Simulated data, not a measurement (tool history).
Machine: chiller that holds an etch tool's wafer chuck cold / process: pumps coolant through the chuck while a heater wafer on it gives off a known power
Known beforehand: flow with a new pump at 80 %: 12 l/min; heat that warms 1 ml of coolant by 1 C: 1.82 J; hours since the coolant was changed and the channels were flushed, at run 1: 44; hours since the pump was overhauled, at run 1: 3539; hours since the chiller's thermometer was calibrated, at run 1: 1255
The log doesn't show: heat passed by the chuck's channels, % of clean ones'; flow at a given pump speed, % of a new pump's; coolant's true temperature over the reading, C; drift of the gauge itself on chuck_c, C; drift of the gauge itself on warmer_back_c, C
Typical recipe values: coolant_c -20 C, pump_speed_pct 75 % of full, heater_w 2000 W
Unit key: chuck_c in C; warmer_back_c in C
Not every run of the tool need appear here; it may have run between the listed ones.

run,hour,coolant_c,pump_speed_pct,heater_w,hours since the coolant was changed and the channels were flushed,hours since the pump was overhauled,hours since the chiller's thermometer was calibrated,chuck_c,warmer_back_c
1,0,-20,75,2000,44,3539,1255,3.8,5.96
2,225.5,-20,75,2000,269,3764,1480,3.7,6.05
3,421,-20,75,2000,465,3960,1676,3.8,6.03
4,605.1,-20,75,2000,649,4144,1860,3.9,6.11
5,708.4,-20,75,2000,752,4247,1963,4.1,6.03
6,851.9,-20,75,2067,896,4391,2107,4.9,6.26
7,948.4,-20,75,2067,992,4487,2203,4.9,6.27
8,1068.4,-20,75,2067,1112,4607,2323,5.1,6.24
9,1165,-20,75,2067,1209,4704,2420,5,6.21
10,1342.9,-20,75,2000,1387,4882,2598,4.4,6.11
11,1470.3,-20,77,2000,1514,5009,2725,3.8,5.96
12,1615.2,-20,77,2000,1659,5154,2870,4,5.98
13,1734.3,-20,75,2000,1778,5273,2989,4.5,6.14
14,1932.7,-20,75,2000,1977,5471,3187,4.4,6.1
15,2048.9,-20,75,2000,2093,5588,3304,4.4,6.06
16,2250.6,-20,73,2000,2295,5789,3505,5,6.27
17,2441.8,-20,75,1618,2486,5981,3697,0,4.97
18,2568.7,-13,84,2765,2613,6107,3823,19.2,7.66
19,2675.5,-25,75,1323,2719,6214,3930,-8.8,4.09
20,2800.8,-20,71,1356,2845,6340,4056,-2.9,4.43
21,2973.5,-27,78,1622,3018,6512,4228,-7.4,4.76
22,3070.5,-27,78,1622,3114,6609,4325,-7.5,4.78
23,3265.7,-19,74,2607,3310,6804,4520,13.8,8.23
24,3361.4,-19,74,2607,3405,6900,4616,14,8.13
25,3498.2,-19,74,2607,3542,7037,4753,14,8.11
26,3615.9,-19,74,2607,3660,7155,4871,14.1,8.17
27,3711.4,-22,74,1560,3755,7250,4966,-2.2,4.84
28,3805.1,-22,66,1650,3849,7344,5060,0.4,5.78
29,3925.8,-23,72,2000,3970,7465,5181,2.9,6.45
30,4075.9,-23,72,2000,4120,7615,5331,2.9,6.45
31,4289.8,-23,72,2000,4334,7829,5545,3,6.42
32,4402.7,-24,100,1107,4447,7941,5657,-12.5,2.64

Measured minus without-hidden-state, run by run (identical run-to-run variation in each term; gauge scatter may differ):
run,chuck_c,warmer_back_c
1,+0.4,+0.16
2,+0.4,+0.17
3,+0.4,+0.18
4,+0.5,+0.19
5,+0.5,+0.2
6,+0.6,+0.22
7,+0.7,+0.22
8,+0.7,+0.22
9,+0.8,+0.23
10,+0.8,+0.23
11,+0.8,+0.23
12,+0.9,+0.24
13,+0.9,+0.25
14,+1,+0.26
15,+1,+0.26
16,+1.2,+0.28
17,+0.9,+0.23
18,+1.7,+0.35
19,+0.7,+0.2
20,+0.8,+0.21
21,+1,+0.24
22,+1.1,+0.25
23,+2.1,+0.43
24,+2.2,+0.43
25,+2.3,+0.44
26,+2.4,+0.45
27,+1.3,+0.28
28,+1.5,+0.33
29,+1.9,+0.37
30,+1.9,+0.37
31,+2,+0.39
32,+0.7,+0.16

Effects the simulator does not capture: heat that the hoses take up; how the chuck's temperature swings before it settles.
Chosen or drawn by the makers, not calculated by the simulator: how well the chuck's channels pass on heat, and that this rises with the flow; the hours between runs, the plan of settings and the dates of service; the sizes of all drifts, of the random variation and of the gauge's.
